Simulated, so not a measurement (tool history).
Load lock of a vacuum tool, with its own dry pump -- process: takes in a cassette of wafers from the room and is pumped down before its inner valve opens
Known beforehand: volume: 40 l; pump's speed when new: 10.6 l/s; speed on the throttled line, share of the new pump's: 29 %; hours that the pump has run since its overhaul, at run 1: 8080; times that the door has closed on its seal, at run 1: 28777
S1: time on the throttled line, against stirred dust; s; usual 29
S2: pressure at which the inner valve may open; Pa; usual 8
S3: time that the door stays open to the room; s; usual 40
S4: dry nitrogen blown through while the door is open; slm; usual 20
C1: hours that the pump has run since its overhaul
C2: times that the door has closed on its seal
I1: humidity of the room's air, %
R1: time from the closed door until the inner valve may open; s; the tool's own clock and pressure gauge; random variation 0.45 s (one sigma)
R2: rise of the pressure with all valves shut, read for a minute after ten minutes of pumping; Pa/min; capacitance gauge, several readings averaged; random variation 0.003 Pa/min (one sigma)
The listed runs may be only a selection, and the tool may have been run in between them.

run 1 hour=0.0 | S1=29 S2=8 S3=40 S4=20 | C1=8080 C2=28777 | I1=42.6 | R1=61.5 R2=0.416
run 2 hour=482.5 | S1=29 S2=8 S3=40 S4=5 | C1=8563 C2=30158 | I1=46.1 | R1=61.5 R2=0.469
run 3 hour=941.2 | S1=29 S2=8 S3=40 S4=5 | C1=9022 C2=31471 | I1=46.9 | R1=62.4 R2=0.488
run 4 hour=1479.4 | S1=29 S2=8 S3=40 S4=20 | C1=9560 C2=33010 | I1=41.9 | R1=62.6 R2=0.509
run 5 hour=2054.1 | S1=29 S2=8 S3=40 S4=20 | C1=10135 C2=34655 | I1=44.5 | R1=62.7 R2=0.545
run 6 hour=2413.6 | S1=29 S2=8 S3=40 S4=20 | C1=10494 C2=35683 | I1=44.1 | R1=63.2 R2=0.572
-- hour=2805.5 door's seal changed, seat wiped
run 7 hour=3023.7 | S1=29 S2=8 S3=40 S4=20 | C1=11103 C2=625 | I1=44.2 | R1=64.4 R2=0.025
run 8 hour=3396.0 | S1=29 S2=6 S3=40 S4=20 | C1=11475 C2=1690 | I1=43.1 | R1=65.9 R2=0.027
-- hour=3622.9 dry pump taken out, an overhauled one fitted
run 9 hour=3919.3 | S1=29 S2=6 S3=40 S4=20 | C1=296 C2=3170 | I1=41.3 | R1=57.7 R2=0.040
run 10 hour=4275.2 | S1=29 S2=6 S3=40 S4=20 | C1=652 C2=4188 | I1=47.3 | R1=57.8 R2=0.047
run 11 hour=4847.9 | S1=29 S2=6 S3=40 S4=20 | C1=1225 C2=5827 | I1=43.5 | R1=58.4 R2=0.057
run 12 hour=5238.6 | S1=29 S2=6 S3=40 S4=20 | C1=1616 C2=6945 | I1=43.7 | R1=58.9 R2=0.070
run 13 hour=5575.1 | S1=29 S2=8 S3=40 S4=20 | C1=1952 C2=7908 | I1=46.2 | R1=57.0 R2=0.073
run 14 hour=5909.1 | S1=29 S2=8 S3=40 S4=20 | C1=2286 C2=8863 | I1=42.8 | R1=57.5 R2=0.077
run 15 hour=6432.9 | S1=29 S2=8 S3=40 S4=20 | C1=2810 C2=10362 | I1=43.9 | R1=57.8 R2=0.097
run 16 hour=7012.3 | S1=38 S2=8 S3=124 S4=20 | C1=3389 C2=12020 | I1=46.1 | R1=64.2 R2=0.135
run 17 hour=7698.0 | S1=38 S2=8 S3=124 S4=20 | C1=4075 C2=13982 | I1=48.6 | R1=65.4 R2=0.157
run 18 hour=8170.3 | S1=19 S2=8 S3=162 S4=5 | C1=4547 C2=15333 | I1=45.7 | R1=51.8 R2=0.211
run 19 hour=8559.5 | S1=21 S2=10 S3=193 S4=12 | C1=4937 C2=16447 | I1=46.1 | R1=52.5 R2=0.216
run 20 hour=9087.9 | S1=29 S2=10 S3=40 S4=11 | C1=5465 C2=17959 | I1=46.9 | R1=58.8 R2=0.202
run 21 hour=9745.5 | S1=29 S2=6 S3=51 S4=5 | C1=6123 C2=19840 | I1=42.6 | R1=61.8 R2=0.242
run 22 hour=10070.0 | S1=29 S2=6 S3=51 S4=5 | C1=6447 C2=20769 | I1=44.8 | R1=61.3 R2=0.261
run 23 hour=10453.4 | S1=15 S2=6 S3=52 S4=16 | C1=6831 C2=21866 | I1=46.0 | R1=52.6 R2=0.266
run 24 hour=10838.4 | S1=20 S2=6 S3=52 S4=16 | C1=7216 C2=22967 | I1=44.2 | R1=56.0 R2=0.283
run 25 hour=11344.9 | S1=52 S2=8 S3=114 S4=20 | C1=7722 C2=24417 | I1=41.9 | R1=76.4 R2=0.318
run 26 hour=11946.2 | S1=50 S2=8 S3=87 S4=20 | C1=8323 C2=26137 | I1=42.6 | R1=75.5 R2=0.349
run 27 hour=12279.1 | S1=29 S2=11 S3=40 S4=20 | C1=8656 C2=27090 | I1=46.9 | R1=60.1 R2=0.352
run 28 hour=12915.2 | S1=16 S2=15 S3=153 S4=31 | C1=9292 C2=28909 | I1=44.0 | R1=51.2 R2=0.402

Below, some changes in R1 between adjacent runs. For each, the amount present without the hidden state too (settings, incoming material, random variation) and the amount remaining for the hidden state with gauge scatter not shared by both compared results:
Hidden conditions of the tool in this case: pump's speed, % of a new pump's; leak at the door's seal, Pa l/s; drift of the gauge itself on ready_s, %; drift of the gauge itself on rise_pa_min, %.
Run 8 -> 9: dry pump taken out, an overhauled one fitted. R1 -8.2 s: hidden state -8.2, all else +0.0.
Run 24 -> 25: S1 20 -> 52, S2 6 -> 8, S3 52 -> 114, S4 16 -> 20. R1 +20.4 s: hidden state -1.4, all else +21.8.
Run 26 -> 27: S1 50 -> 29, S2 8 -> 11, S3 87 -> 40. R1 -15.4 s: hidden state +1.1, all else -16.5.
